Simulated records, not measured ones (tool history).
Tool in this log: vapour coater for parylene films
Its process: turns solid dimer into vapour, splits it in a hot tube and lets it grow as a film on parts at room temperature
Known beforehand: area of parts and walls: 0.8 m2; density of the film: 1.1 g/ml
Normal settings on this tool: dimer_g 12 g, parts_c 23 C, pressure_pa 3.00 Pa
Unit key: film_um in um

run,hour,dimer_g,parts_c,pressure_pa,film_um
1,0.0,12,23,3.00,6.85
# hour 14.5: trap's valve overhauled
2,28.8,21,23,3.00,13.01
3,39.3,21,23,3.00,13.08
4,62.1,8,23,3.00,4.96
# hour 64.5: table's thermometer calibrated
5,80.7,8,23,3.00,4.93
6,101.9,8,23,3.00,4.93
7,116.8,10,24,3.00,5.95
8,134.8,18,22,3.34,11.06
# hour 151.0: table's thermometer calibrated, once more
9,160.2,18,22,3.34,10.91
10,175.9,18,22,3.34,10.90

Pick out some run-to-run changes in film_um. Of each, how much would a tool without hidden state show as well, from the settings, what came in and chance, and how much is left for the hidden state and any gauge scatter not in both results compared?
Hidden state at play: vapour lost through the trap's worn valve, %; true temperature of the parts over the reading, C; drift of the gauge itself on film_um, %.
Run 1 -> 2: dimer_g 12 -> 21, trap's valve overhauled. film_um +6.16 um: hidden state +0.65, all else +5.51.
Run 3 -> 4: dimer_g 21 -> 8. film_um -8.12 um: hidden state +0.04, all else -8.16.

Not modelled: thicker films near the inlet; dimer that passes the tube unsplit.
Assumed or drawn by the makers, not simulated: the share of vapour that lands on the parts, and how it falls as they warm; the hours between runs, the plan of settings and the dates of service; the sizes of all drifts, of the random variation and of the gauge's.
